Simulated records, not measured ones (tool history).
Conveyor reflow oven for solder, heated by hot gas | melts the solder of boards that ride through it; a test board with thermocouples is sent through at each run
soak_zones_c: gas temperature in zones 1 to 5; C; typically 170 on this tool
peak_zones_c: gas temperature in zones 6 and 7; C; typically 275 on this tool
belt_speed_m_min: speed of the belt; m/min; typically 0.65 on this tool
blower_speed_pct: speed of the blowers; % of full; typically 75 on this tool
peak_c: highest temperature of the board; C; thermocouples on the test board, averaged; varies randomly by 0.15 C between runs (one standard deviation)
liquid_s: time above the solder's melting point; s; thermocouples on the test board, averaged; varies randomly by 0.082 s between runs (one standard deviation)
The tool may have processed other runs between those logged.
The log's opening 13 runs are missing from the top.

run 14 hour=308.8 | soak_zones_c=170 peak_zones_c=275 belt_speed_m_min=0.65 blower_speed_pct=81 | peak_c=263.5 liquid_s=61.44
run 15 hour=329.5 | soak_zones_c=170 peak_zones_c=275 belt_speed_m_min=0.575 blower_speed_pct=81 | peak_c=266.4 liquid_s=71.73
run 16 hour=345 | soak_zones_c=170 peak_zones_c=275 belt_speed_m_min=0.575 blower_speed_pct=81 | peak_c=266.6 liquid_s=71.73
run 17 hour=357.9 | soak_zones_c=170 peak_zones_c=264 belt_speed_m_min=0.726 blower_speed_pct=58 | peak_c=244.6 liquid_s=41.78
run 18 hour=378.9 | soak_zones_c=170 peak_zones_c=287 belt_speed_m_min=0.683 blower_speed_pct=75 | peak_c=271.3 liquid_s=61.74
run 19 hour=404 | soak_zones_c=170 peak_zones_c=275 belt_speed_m_min=0.683 blower_speed_pct=83 | peak_c=262.3 liquid_s=58.07
run 20 hour=419.9 | soak_zones_c=170 peak_zones_c=263 belt_speed_m_min=0.683 blower_speed_pct=63 | peak_c=247.1 liquid_s=47.75
run 21 hour=450.3 | soak_zones_c=170 peak_zones_c=283 belt_speed_m_min=0.561 blower_speed_pct=58 | peak_c=270.1 liquid_s=74.75
run 22 hour=466.9 | soak_zones_c=182 peak_zones_c=283 belt_speed_m_min=0.734 blower_speed_pct=65 | peak_c=264.9 liquid_s=57.77
run 23 hour=494.8 | soak_zones_c=182 peak_zones_c=272 belt_speed_m_min=0.734 blower_speed_pct=58 | peak_c=253.2 liquid_s=51.39
run 24 hour=525.5 | soak_zones_c=182 peak_zones_c=272 belt_speed_m_min=0.734 blower_speed_pct=58 | peak_c=253.5 liquid_s=51.37
run 25 hour=547.1 | soak_zones_c=170 peak_zones_c=289 belt_speed_m_min=0.658 blower_speed_pct=78 | peak_c=275.4 liquid_s=65.64
run 26 hour=576.5 | soak_zones_c=179 peak_zones_c=275 belt_speed_m_min=0.539 blower_speed_pct=75 | peak_c=267.7 liquid_s=80.44
run 27 hour=590.4 | soak_zones_c=179 peak_zones_c=275 belt_speed_m_min=0.539 blower_speed_pct=75 | peak_c=267.5 liquid_s=80.37
run 28 hour=617.7 | soak_zones_c=182 peak_zones_c=268 belt_speed_m_min=0.75 blower_speed_pct=52 | peak_c=247.3 liquid_s=45.51
run 29 hour=636.3 | soak_zones_c=159 peak_zones_c=268 belt_speed_m_min=0.694 blower_speed_pct=52 | peak_c=245 liquid_s=40.85
run 30 hour=649.8 | soak_zones_c=159 peak_zones_c=287 belt_speed_m_min=0.571 blower_speed_pct=52 | peak_c=269.4 liquid_s=69.67

Consider 5 possible next runs. They are alternatives, not a sequence: every one starts from the tool as it was left by run 30. What does each give?
run A hour=680.1 | soak_zones_c=170 peak_zones_c=275 belt_speed_m_min=0.747 blower_speed_pct=52 | peak_c=? liquid_s=?
run B hour=680.1 | soak_zones_c=168 peak_zones_c=275 belt_speed_m_min=0.649 blower_speed_pct=77 | peak_c=? liquid_s=?
run C hour=680.1 | soak_zones_c=177 peak_zones_c=287 belt_speed_m_min=0.741 blower_speed_pct=54 | peak_c=? liquid_s=?
run D hour=680.1 | soak_zones_c=162 peak_zones_c=269 belt_speed_m_min=0.65 blower_speed_pct=85 | peak_c=? liquid_s=?
run E hour=680.1 | soak_zones_c=170 peak_zones_c=287 belt_speed_m_min=0.571 blower_speed_pct=54 | peak_c=? liquid_s=?

run=A peak_c=250.5 liquid_s=44.07
run=B peak_c=262.4 liquid_s=60.39
run=C peak_c=263.2 liquid_s=54.43
run=D peak_c=257.7 liquid_s=56.54
run=E peak_c=272 liquid_s=74.21
With no hidden state in the tool, these same runs would have given:
run=A peak_c=250.6 liquid_s=44.08
run=B peak_c=262.5 liquid_s=60.39
run=C peak_c=263.3 liquid_s=54.43
run=D peak_c=257.7 liquid_s=56.54
run=E peak_c=272 liquid_s=74.2
